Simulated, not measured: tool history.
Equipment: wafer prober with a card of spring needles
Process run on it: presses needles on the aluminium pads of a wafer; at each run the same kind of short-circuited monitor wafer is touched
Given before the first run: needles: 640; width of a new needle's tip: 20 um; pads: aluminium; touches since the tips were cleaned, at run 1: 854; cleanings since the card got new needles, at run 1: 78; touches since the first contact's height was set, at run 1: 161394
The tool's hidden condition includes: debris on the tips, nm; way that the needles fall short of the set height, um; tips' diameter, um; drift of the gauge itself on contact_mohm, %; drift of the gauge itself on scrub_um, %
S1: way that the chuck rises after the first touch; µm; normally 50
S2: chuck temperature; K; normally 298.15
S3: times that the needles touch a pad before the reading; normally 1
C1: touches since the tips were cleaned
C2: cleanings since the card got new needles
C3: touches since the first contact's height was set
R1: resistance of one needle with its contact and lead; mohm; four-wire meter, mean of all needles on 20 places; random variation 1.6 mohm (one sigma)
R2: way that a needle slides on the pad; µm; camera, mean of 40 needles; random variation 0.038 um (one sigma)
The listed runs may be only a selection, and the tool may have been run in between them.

run,hour,S1,S2,S3,C1,C2,C3,R1,R2
1,0,50,298.15,1,854,78,161394,145,8.91
# hour 16.2: tips cleaned on abrasive film
# hour 31.7: tips cleaned on abrasive film
2,33.8,50,298.15,1,894,80,175846,149,8.9
# hour 48.3: tips cleaned on abrasive film
3,60.1,50,298.15,1,5047,81,187097,149,8.88
# hour 65: tips cleaned on abrasive film
# hour 81.3: tips cleaned on abrasive film
4,81.3,50,298.15,1,0,83,196144,149,8.86
# hour 97.4: tips cleaned on abrasive film
# hour 113.1: tips cleaned on abrasive film
5,118.6,50,298.15,1,2363,85,212094,152,8.85
# hour 129.6: tips cleaned on abrasive film
# hour 146.8: tips cleaned on abrasive film
6,161.4,50,298.15,3,6248,87,230376,147,8.83
# hour 163.4: tips cleaned on abrasive film
# hour 170.7: height of the first contact set anew
# hour 181.4: tips cleaned on abrasive film
# hour 198.9: tips cleaned on abrasive film
7,199.1,50,298.15,3,67,90,12116,149,8.82
# hour 215.1: tips cleaned on abrasive film
8,229.6,50,298.15,3,6194,91,25171,148,8.84
# hour 232.6: tips cleaned on abrasive film
# hour 248.6: tips cleaned on abrasive film
9,258.3,37,298.15,1,4152,93,37437,156,6.55
# hour 265.9: tips cleaned on abrasive film
# hour 284.1: tips cleaned on abrasive film
10,295.2,50,298.15,1,4766,95,53219,147,8.85
# hour 301: tips cleaned on abrasive film
11,313,50,298.15,1,5134,96,60818,150,8.95
# hour 319.4: tips cleaned on abrasive film
# hour 338: tips cleaned on abrasive film
12,351.4,50,298.15,1,5751,98,77239,148,8.85
# hour 355: tips cleaned on abrasive film
# hour 374: tips cleaned on abrasive film
13,379.7,50,298.15,1,2475,100,89340,148,8.81
# hour 390.6: tips cleaned on abrasive film
# hour 408: tips cleaned on abrasive film
14,408.2,50,298.15,1,83,102,101504,150,8.83
# hour 426: tips cleaned on abrasive film
# hour 442.7: tips cleaned on abrasive film
15,442.7,50,298.15,1,0,104,116249,144,8.91
# hour 460.7: tips cleaned on abrasive film
16,468.3,50,298.15,1,3261,105,127193,151,8.84
# hour 476.4: tips cleaned on abrasive film
# hour 493.5: tips cleaned on abrasive film
17,500.6,50,298.15,1,3084,107,141026,147,8.87
# hour 510.7: tips cleaned on abrasive film
# hour 529: tips cleaned on abrasive film
18,536.4,35,298.15,2,3161,109,156309,159,6.22
# hour 547: tips cleaned on abrasive film
# hour 565.1: tips cleaned on abrasive film
19,567.2,35,298.15,2,897,111,169471,157,6.2
# hour 582.5: tips cleaned on abrasive film
20,589.8,31,298.15,2,3164,112,179151,160,5.5
# hour 598.6: tips cleaned on abrasive film
# hour 616.4: tips cleaned on abrasive film
21,620.3,50,319.15,1,1680,114,192185,153,8.84
# hour 632.4: tips cleaned on abrasive film
# hour 649.8: tips cleaned on abrasive film
22,655.2,45,370.15,2,2296,116,207085,166,7.98
# hour 666.8: tips cleaned on abrasive film
# hour 683.7: tips cleaned on abrasive film
23,691.7,45,370.15,2,3422,118,222686,164,8
# hour 702.3: tips cleaned on abrasive film
# hour 721.1: tips cleaned on abrasive film
# hour 721.4: height of the first contact set anew
24,734.7,45,370.15,2,5700,120,5700,165,7.96
# hour 737.2: tips cleaned on abrasive film
# hour 754.5: tips cleaned on abrasive film
25,758.8,61,370.15,1,1819,122,15973,158,10.79
# hour 770.6: tips cleaned on abrasive film
26,783.7,50,298.15,2,5619,123,26634,147,8.88
# hour 788: tips cleaned on abrasive film
# hour 803.7: tips cleaned on abrasive film
27,810.9,50,298.15,2,3100,125,38276,149,8.89
# hour 822: tips cleaned on abrasive film
28,828.6,49,349.15,1,2835,126,45819,159,8.71
# hour 839.2: tips cleaned on abrasive film
# hour 855.9: tips cleaned on abrasive film
29,860.8,49,349.15,1,2112,128,59592,159,8.68
# hour 871.6: tips cleaned on abrasive film
# hour 889: tips cleaned on abrasive film
30,892.8,49,349.15,1,1650,130,73269,159,8.67
# hour 906.3: tips cleaned on abrasive film
# hour 921.8: tips cleaned on abrasive film
31,926.7,39,329.15,3,2108,132,87733,161,6.95

Predict each of these 3 candidate next runs independently; none follows another, all start after run 31:
# hour 938.3: tips cleaned on abrasive film
# hour 954.9: tips cleaned on abrasive film
A,964.7,58,329.15,2,4230,134,104000,?,?
# hour 938.3: tips cleaned on abrasive film
# hour 954.9: tips cleaned on abrasive film
B,964.7,45,312.15,1,4230,134,104000,?,?
# hour 938.3: tips cleaned on abrasive film
# hour 954.9: tips cleaned on abrasive film
C,964.7,54,329.15,2,4230,134,104000,?,?

run,R1,R2
A,148,10.22
B,153,7.97
C,151,9.57
Stripped of hidden state, with their random variation kept, the same runs would have yielded:
run,R1,R2
A,147,10.22
B,153,7.97
C,151,9.57
